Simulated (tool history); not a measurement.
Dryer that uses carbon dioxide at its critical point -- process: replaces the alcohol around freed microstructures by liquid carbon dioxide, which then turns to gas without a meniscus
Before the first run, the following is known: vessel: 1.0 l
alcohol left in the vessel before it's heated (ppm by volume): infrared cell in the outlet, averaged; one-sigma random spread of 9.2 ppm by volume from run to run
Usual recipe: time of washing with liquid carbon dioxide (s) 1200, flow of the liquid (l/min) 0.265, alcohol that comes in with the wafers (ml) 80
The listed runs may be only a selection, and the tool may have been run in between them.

run   hour  time of washing with liquid carbon dioxide (s)  flow of the liquid (l/min)  alcohol that comes in with the wafers (ml)  alcohol left in the vessel before it's heated (ppm by volume)
  1    0.0                                            1200                       0.265                                          80                                                            779
  2   11.4                                            1200                       0.265                                          80                                                            790
  3   22.7                                            1200                       0.265                                          80                                                            793
  4   30.2                                            1200                       0.265                                          80                                                            824
  5   40.6                                            1200                       0.265                                          80                                                            796
  6   49.0                                            1200                       0.265                                          80                                                            801
  7   59.7                                            1200                       0.303                                          80                                                            438
  8   67.2                                            1200                       0.303                                          80                                                            460
  9   72.9                                            1740                       0.265                                          80                                                            150
 10   80.7                                            1200                       0.367                                          65                                                            171
 11   94.3                                            1380                       0.265                                          80                                                            449
 12  108.0                                            1380                       0.265                                          80                                                            458
 13  119.2                                            1560                       0.395                                          66                                                             79
 14  129.0                                            1560                       0.395                                          66                                                             81
 15  136.7                                            1380                       0.213                                          57                                                            865
 16  143.7                                            1380                       0.263                                          57                                                            375
 17  155.4                                            1080                       0.195                                          21                                                           1078
 18  161.4                                            1080                       0.221                                          92                                                           2931

Consider 5 possible next runs. They are alternatives, not a sequence: every one starts from the tool as it was left by run 18. What does each give?
  A  171.3                                            1080                       0.361                                          92                                                              ?
  B  171.3                                            1200                       0.253                                          80                                                              ?
  C  171.3                                             840                       0.391                                          51                                                              ?
  D  171.3                                            1080                       0.410                                          57                                                              ?
  E  171.3                                             720                       0.256                                          25                                                              ?

run  alcohol left in the vessel before it's heated (ppm by volume)
  A                                                            394
  B                                                           1077
  C                                                            504
  D                                                            160
  E                                                           1824
With no hidden state in the tool, these same runs would have given:
run  alcohol left in the vessel before it's heated (ppm by volume)
  A                                                            186
  B                                                            638
  C                                                            271
  D                                                             49
  E                                                           1330

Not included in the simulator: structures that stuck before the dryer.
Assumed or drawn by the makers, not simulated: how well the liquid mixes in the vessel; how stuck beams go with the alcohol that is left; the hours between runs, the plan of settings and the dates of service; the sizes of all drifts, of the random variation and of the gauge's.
